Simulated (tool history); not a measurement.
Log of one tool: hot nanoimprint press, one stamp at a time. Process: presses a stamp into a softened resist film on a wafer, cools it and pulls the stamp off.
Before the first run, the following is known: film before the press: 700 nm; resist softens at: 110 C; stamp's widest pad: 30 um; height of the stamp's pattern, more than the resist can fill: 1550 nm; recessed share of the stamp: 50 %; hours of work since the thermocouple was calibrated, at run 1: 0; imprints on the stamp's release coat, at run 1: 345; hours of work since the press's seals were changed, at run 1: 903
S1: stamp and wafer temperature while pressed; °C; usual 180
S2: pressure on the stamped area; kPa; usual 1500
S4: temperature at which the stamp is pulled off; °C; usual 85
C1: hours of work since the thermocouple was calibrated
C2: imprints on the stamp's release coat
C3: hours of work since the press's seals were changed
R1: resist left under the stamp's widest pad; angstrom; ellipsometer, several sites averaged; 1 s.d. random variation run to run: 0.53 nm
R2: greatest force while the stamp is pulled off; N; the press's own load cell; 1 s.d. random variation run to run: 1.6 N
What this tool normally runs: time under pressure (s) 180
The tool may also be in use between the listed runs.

{"run": 1, "hour": 0.0, "S1": 180, "S2": 1500, "time under pressure (s)": 180, "S4": 85, "C1": 0, "C2": 345, "C3": 903, "R1": 2515, "R2": 132}
{"run": 2, "hour": 67.9, "S1": 180, "S2": 1500, "time under pressure (s)": 180, "S4": 85, "C1": 30, "C2": 491, "C3": 933, "R1": 2510, "R2": 136}
{"run": 3, "hour": 109.2, "S1": 180, "S2": 1500, "time under pressure (s)": 180, "S4": 85, "C1": 48, "C2": 580, "C3": 951, "R1": 2510, "R2": 135}
{"run": 4, "hour": 148.4, "S1": 180, "S2": 1500, "time under pressure (s)": 180, "S4": 85, "C1": 65, "C2": 664, "C3": 968, "R1": 2510, "R2": 137}
{"run": 5, "hour": 209.4, "S1": 180, "S2": 1500, "time under pressure (s)": 180, "S4": 85, "C1": 92, "C2": 794, "C3": 995, "R1": 2500, "R2": 138}
{"hour": 239.2, "done": "press's hydraulic seals changed and the load cell set to zero"}
{"run": 6, "hour": 266.1, "S1": 180, "S2": 1500, "time under pressure (s)": 180, "S4": 85, "C1": 113, "C2": 899, "C3": 12, "R1": 2422, "R2": 141}
{"hour": 316.4, "done": "stamp cleaned and given a new release coat"}
{"run": 7, "hour": 328.3, "S1": 180, "S2": 1500, "time under pressure (s)": 180, "S4": 85, "C1": 138, "C2": 26, "C3": 36, "R1": 2436, "R2": 125}
{"run": 8, "hour": 357.7, "S1": 180, "S2": 1500, "time under pressure (s)": 180, "S4": 85, "C1": 151, "C2": 88, "C3": 49, "R1": 2413, "R2": 125}
{"run": 9, "hour": 406.5, "S1": 180, "S2": 1500, "time under pressure (s)": 180, "S4": 85, "C1": 172, "C2": 193, "C3": 71, "R1": 2412, "R2": 129}
{"run": 10, "hour": 470.2, "S1": 180, "S2": 1500, "time under pressure (s)": 180, "S4": 85, "C1": 200, "C2": 330, "C3": 99, "R1": 2397, "R2": 129}
{"run": 11, "hour": 502.8, "S1": 180, "S2": 1500, "time under pressure (s)": 180, "S4": 85, "C1": 214, "C2": 400, "C3": 113, "R1": 2405, "R2": 132}
{"run": 12, "hour": 554.0, "S1": 172, "S2": 1500, "time under pressure (s)": 180, "S4": 85, "C1": 237, "C2": 509, "C3": 135, "R1": 3518, "R2": 133}
{"hour": 591.6, "done": "plate thermocouple calibrated"}
{"run": 13, "hour": 618.2, "S1": 172, "S2": 1500, "time under pressure (s)": 180, "S4": 85, "C1": 12, "C2": 641, "C3": 162, "R1": 3626, "R2": 138}
{"run": 14, "hour": 665.4, "S1": 173, "S2": 1500, "time under pressure (s)": 180, "S4": 85, "C1": 32, "C2": 742, "C3": 183, "R1": 3455, "R2": 137}
{"run": 15, "hour": 724.9, "S1": 173, "S2": 1500, "time under pressure (s)": 180, "S4": 85, "C1": 58, "C2": 870, "C3": 209, "R1": 3441, "R2": 140}

For run 16, what comes out?
{"run": 16, "hour": 772.7, "S1": 173, "S2": 1500, "time under pressure (s)": 180, "S4": 85, "C1": 79, "C2": 972, "C3": 230, "R1": "?", "R2": "?"}

R1: 3438 angstrom
R2: 145 N
Had the tool carried no hidden state, the very same run would have given R1 3446 angstrom, R2 128 N.

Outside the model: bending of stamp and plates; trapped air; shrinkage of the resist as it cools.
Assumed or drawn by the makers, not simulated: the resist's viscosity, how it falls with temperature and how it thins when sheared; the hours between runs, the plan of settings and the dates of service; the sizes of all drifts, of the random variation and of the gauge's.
